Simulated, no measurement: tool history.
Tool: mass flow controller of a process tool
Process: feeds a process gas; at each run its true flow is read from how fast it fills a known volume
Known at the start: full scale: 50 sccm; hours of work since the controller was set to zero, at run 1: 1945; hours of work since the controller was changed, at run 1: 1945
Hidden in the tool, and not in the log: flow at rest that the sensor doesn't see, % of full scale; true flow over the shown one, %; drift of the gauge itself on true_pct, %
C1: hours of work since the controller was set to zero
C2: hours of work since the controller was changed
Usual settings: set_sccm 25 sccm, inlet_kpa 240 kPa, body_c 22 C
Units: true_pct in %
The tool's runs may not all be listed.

Run 1, hour 0: usual settings; C1 1945; C2 1945. Result: true_pct 98.83 %.
Run 2, hour 95.2: usual settings but body_c 20 C; C1 2014; C2 2014. Result: true_pct 99 %.
Run 3, hour 156.5: usual settings but body_c 20 C; C1 2058; C2 2058. Result: true_pct 99.03 %.
Run 4, hour 254.8: usual settings but body_c 20 C; C1 2130; C2 2130. Result: true_pct 99.03 %.
Run 5, hour 307.6: usual settings but body_c 20 C; C1 2168; C2 2168. Result: true_pct 99.06 %.
Run 6, hour 385.5: usual settings but body_c 20 C; C1 2224; C2 2224. Result: true_pct 99.02 %.
Run 7, hour 443.5: usual settings but body_c 20 C; C1 2266; C2 2266. Result: true_pct 99.02 %.
Run 8, hour 512.5: usual settings but set_sccm 19 sccm; C1 2316; C2 2316. Result: true_pct 98.94 %.
Run 9, hour 604.9: usual settings but set_sccm 19 sccm; C1 2383; C2 2383. Result: true_pct 98.89 %.
Run 10, hour 669.3: usual settings but set_sccm 28 sccm; C1 2429; C2 2429. Result: true_pct 98.96 %.
Run 11, hour 749: usual settings; C1 2487; C2 2487. Result: true_pct 98.95 %.
Run 12, hour 840.7: usual settings but set_sccm 5 sccm; C1 2553; C2 2553. Result: true_pct 101.93 %.
Run 13, hour 898: usual settings but set_sccm 5 sccm; C1 2594; C2 2594. Result: true_pct 101.99 %.
Run 14, hour 941.6: usual settings but set_sccm 5 sccm; C1 2626; C2 2626. Result: true_pct 101.98 %.
Run 15, hour 1018.4: usual settings but set_sccm 5 sccm; C1 2681; C2 2681. Result: true_pct 102.09 %.
Run 16, hour 1098.9: usual settings but body_c 25 C; C1 2740; C2 2740. Result: true_pct 98.73 %.
Run 17, hour 1164.5: usual settings; C1 2787; C2 2787. Result: true_pct 98.97 %.
Run 18, hour 1240.3: usual settings; C1 2842; C2 2842. Result: true_pct 98.96 %.
Run 19, hour 1313.1: usual settings; C1 2894; C2 2894. Result: true_pct 98.96 %.
Run 20, hour 1394.9: usual settings; C1 2954; C2 2954. Result: true_pct 99.02 %.
Run 21, hour 1444.6: usual settings but inlet_kpa 253 kPa; C1 2989; C2 2989. Result: true_pct 98.91 %.
Run 22, hour 1532.7: usual settings; C1 3053; C2 3053. Result: true_pct 98.99 %.
Run 23, hour 1588.1: usual settings; C1 3093; C2 3093. Result: true_pct 99.12 %.
Run 24, hour 1649.6: usual settings but set_sccm 31 sccm; C1 3138; C2 3138. Result: true_pct 99.06 %.
Run 25, hour 1734.8: usual settings but set_sccm 31 sccm; C1 3199; C2 3199. Result: true_pct 99.08 %.
Run 26, hour 1819.3: usual settings but set_sccm 20 sccm; C1 3260; C2 3260. Result: true_pct 99.14 %.
Run 27, hour 1900.6: usual settings but set_sccm 20 sccm; C1 3319; C2 3319. Result: true_pct 99.14 %.
Run 28, hour 1955.5: usual settings but set_sccm 27 sccm, inlet_kpa 179 kPa, body_c 32 C; C1 3359; C2 3359. Result: true_pct 98.64 %.
Run 29, hour 2021: usual settings but body_c 35 C; C1 3406; C2 3406. Result: true_pct 98.06 %.
Run 30, hour 2118.3: usual settings but set_sccm 17 sccm; C1 3476; C2 3476. Result: true_pct 99.41 %.
Run 31, hour 2191.8: usual settings but set_sccm 50 sccm, body_c 23 C; C1 3530; C2 3530. Result: true_pct 99.55 %.
Run 32, hour 2255.8: usual settings but set_sccm 20 sccm, inlet_kpa 166 kPa; C1 3576; C2 3576. Result: true_pct 99.51 %.
Run 33, hour 2346.3: usual settings but set_sccm 6 sccm, inlet_kpa 223 kPa, body_c 34 C; C1 3641; C2 3641. Result: true_pct 101.75 %.
Run 34, hour 2389.3: usual settings but body_c 34 C; C1 3672; C2 3672. Result: true_pct 98.27 %.
Run 35, hour 2485: usual settings but inlet_kpa 195 kPa, body_c 37 C; C1 3741; C2 3741. Result: true_pct 98.18 %.
Run 36, hour 2579.7: usual settings but inlet_kpa 195 kPa, body_c 37 C; C1 3810; C2 3810. Result: true_pct 98.26 %.
Run 37, hour 2654.6: usual settings but inlet_kpa 195 kPa, body_c 37 C; C1 3864; C2 3864. Result: true_pct 98.23 %.
Run 38, hour 2716.1: usual settings but inlet_kpa 153 kPa; C1 3909; C2 3909. Result: true_pct 99.62 %.
Run 39, hour 2767: usual settings but inlet_kpa 154 kPa, body_c 29 C; C1 3945; C2 3945. Result: true_pct 99.03 %.
Run 40, hour 2814.3: usual settings but set_sccm 45 sccm, inlet_kpa 234 kPa, body_c 23 C; C1 3979; C2 3979. Result: true_pct 99.45 %.
Run 41, hour 2873: usual settings but inlet_kpa 257 kPa; C1 4022; C2 4022. Result: true_pct 99.1 %.
Run 42, hour 2939.9: usual settings but inlet_kpa 257 kPa; C1 4070; C2 4070. Result: true_pct 99.14 %.
Run 43, hour 3024.7: usual settings but set_sccm 5 sccm, inlet_kpa 231 kPa; C1 4131; C2 4131. Result: true_pct 104.39 %.
Run 44, hour 3101.8: usual settings but set_sccm 5 sccm, inlet_kpa 176 kPa; C1 4187; C2 4187. Result: true_pct 104.88 %.
Run 45, hour 3195.1: usual settings but set_sccm 17 sccm, inlet_kpa 152 kPa, body_c 23 C; C1 4255; C2 4255. Result: true_pct 99.85 %.
Run 46, hour 3291.9: usual settings but set_sccm 9 sccm; C1 4325; C2 4325. Result: true_pct 101.32 %.
Run 47, hour 3345.6: usual settings but set_sccm 9 sccm; C1 4363; C2 4363. Result: true_pct 101.27 %.
Run 48, hour 3396.3: usual settings but set_sccm 6 sccm, inlet_kpa 228 kPa, body_c 38 C; C1 4400; C2 4400. Result: true_pct 102.42 %.

Forecast each of these 3 alternatives for the next run:
Run A, hour 3488.9: usual settings but set_sccm 8 sccm, inlet_kpa 228 kPa; C1 4467; C2 4467. Result: true_pct ?.
Run B, hour 3488.9: usual settings but body_c 23 C; C1 4467; C2 4467. Result: true_pct ?.
Run C, hour 3488.9: usual settings but set_sccm 11 sccm; C1 4467; C2 4467. Result: true_pct ?.

run  true_pct
  A    102.08
  B     99.22
  C    100.69
Without the tool's hidden state the same runs would have given:
run  true_pct
  A     98.07
  B     98.79
  C     98.11
